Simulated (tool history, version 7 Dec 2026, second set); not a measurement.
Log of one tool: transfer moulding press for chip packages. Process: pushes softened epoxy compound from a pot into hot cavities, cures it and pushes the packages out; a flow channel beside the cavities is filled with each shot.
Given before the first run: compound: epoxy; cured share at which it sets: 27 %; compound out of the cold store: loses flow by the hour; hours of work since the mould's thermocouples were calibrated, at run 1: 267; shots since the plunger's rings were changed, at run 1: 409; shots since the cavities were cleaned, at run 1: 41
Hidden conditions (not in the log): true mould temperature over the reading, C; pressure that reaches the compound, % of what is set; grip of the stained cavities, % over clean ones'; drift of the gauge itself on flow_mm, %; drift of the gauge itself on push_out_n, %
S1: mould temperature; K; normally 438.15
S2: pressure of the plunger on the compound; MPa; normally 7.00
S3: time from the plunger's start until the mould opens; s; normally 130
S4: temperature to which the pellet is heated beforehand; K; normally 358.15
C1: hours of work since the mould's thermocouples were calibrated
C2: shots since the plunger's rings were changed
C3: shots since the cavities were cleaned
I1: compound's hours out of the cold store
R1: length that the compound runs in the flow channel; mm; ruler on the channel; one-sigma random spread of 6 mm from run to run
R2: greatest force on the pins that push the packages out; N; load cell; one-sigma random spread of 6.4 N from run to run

| run | hour | S1 | S2 | S3 | S4 | C1 | C2 | C3 | I1 | R1 | R2 |
|---|---|---|---|---|---|---|---|---|---|---|---|
| 1 | 0.0 | 438.15 | 7.00 | 130 | 358.15 | 267 | 409 | 41 | 41.9 | 719 | 364 |
| 2 | 12.1 | 438.15 | 7.00 | 130 | 358.15 | 274 | 516 | 148 | 42.0 | 707 | 393 |
| 3 | 30.9 | 438.15 | 7.00 | 130 | 358.15 | 285 | 684 | 316 | 36.7 | 724 | 409 |
| 4 | 43.4 | 438.15 | 7.00 | 130 | 358.15 | 293 | 795 | 427 | 35.8 | 741 | 423 |
|  | 52.1 | cavities cleaned with cleaning compound and waxed |
| 5 | 54.4 | 438.15 | 7.00 | 131 | 358.15 | 298 | 880 | 20 | 24.5 | 797 | 354 |
| 6 | 77.0 | 438.15 | 7.00 | 131 | 358.15 | 312 | 1081 | 221 | 15.9 | 832 | 406 |
| 7 | 89.8 | 438.15 | 7.00 | 130 | 366.15 | 320 | 1195 | 335 | 25.7 | 773 | 400 |
| 8 | 101.5 | 438.15 | 7.00 | 130 | 366.15 | 327 | 1301 | 441 | 20.6 | 801 | 433 |
|  | 109.4 | cavities cleaned with cleaning compound and waxed |
| 9 | 119.5 | 438.15 | 7.00 | 130 | 366.15 | 337 | 1448 | 91 | 38.2 | 716 | 372 |
| 10 | 138.4 | 438.15 | 7.00 | 130 | 366.15 | 348 | 1616 | 259 | 13.6 | 826 | 394 |
| 11 | 148.1 | 438.15 | 7.00 | 130 | 366.15 | 354 | 1703 | 346 | 32.9 | 738 | 414 |
| 12 | 162.2 | 438.15 | 6.60 | 130 | 358.15 | 362 | 1828 | 471 | 10.3 | 804 | 437 |
|  | 166.5 | cavities cleaned with cleaning compound and waxed |
| 13 | 175.7 | 438.15 | 5.50 | 146 | 358.15 | 369 | 1935 | 82 | 11.3 | 731 | 346 |
| 14 | 185.5 | 433.15 | 7.00 | 130 | 349.15 | 375 | 2022 | 169 | 32.4 | 762 | 467 |
| 15 | 199.9 | 433.15 | 6.39 | 130 | 349.15 | 384 | 2151 | 298 | 18.9 | 777 | 508 |
| 16 | 217.7 | 433.15 | 6.09 | 130 | 349.15 | 395 | 2310 | 457 | 35.0 | 677 | 504 |
|  | 222.9 | cavities cleaned with cleaning compound and waxed |
| 17 | 232.6 | 433.15 | 6.09 | 130 | 349.15 | 403 | 2429 | 86 | 14.6 | 776 | 482 |
| 18 | 250.9 | 433.15 | 6.09 | 130 | 349.15 | 414 | 2592 | 249 | 17.0 | 761 | 504 |
|  | 265.3 | mould's thermocouples calibrated |
| 19 | 275.1 | 436.15 | 7.90 | 130 | 349.15 | 6 | 2790 | 447 | 21.4 | 835 | 479 |
|  | 282.4 | cavities cleaned with cleaning compound and waxed |
| 20 | 297.5 | 436.15 | 7.90 | 121 | 349.15 | 18 | 2976 | 134 | 14.7 | 861 | 463 |
| 21 | 316.0 | 436.15 | 7.90 | 121 | 359.15 | 30 | 3142 | 300 | 45.5 | 709 | 463 |

Here are 4 independent what-if runs from the current tool condition. What would each one return?
| A | 328.3 | 438.15 | 5.34 | 135 | 358.15 | 37 | 3251 | 409 | 23.4 | ? | ? |
| B | 328.3 | 443.15 | 7.00 | 157 | 356.15 | 37 | 3251 | 409 | 35.9 | ? | ? |
| C | 328.3 | 431.15 | 7.00 | 130 | 366.15 | 37 | 3251 | 409 | 41.5 | ? | ? |
| D | 328.3 | 436.15 | 7.90 | 121 | 365.15 | 37 | 3251 | 409 | 38.1 | ? | ? |

| run | R1 | R2 |
|---|---|---|
| A | 661 | 420 |
| B | 678 | 395 |
| C | 710 | 563 |
| D | 741 | 480 |
The same runs, with their run-to-run variation unchanged, on a tool lacking any hidden condition would have given:
| run | R1 | R2 |
|---|---|---|
| A | 708 | 345 |
| B | 726 | 324 |
| C | 760 | 462 |
| D | 793 | 395 |
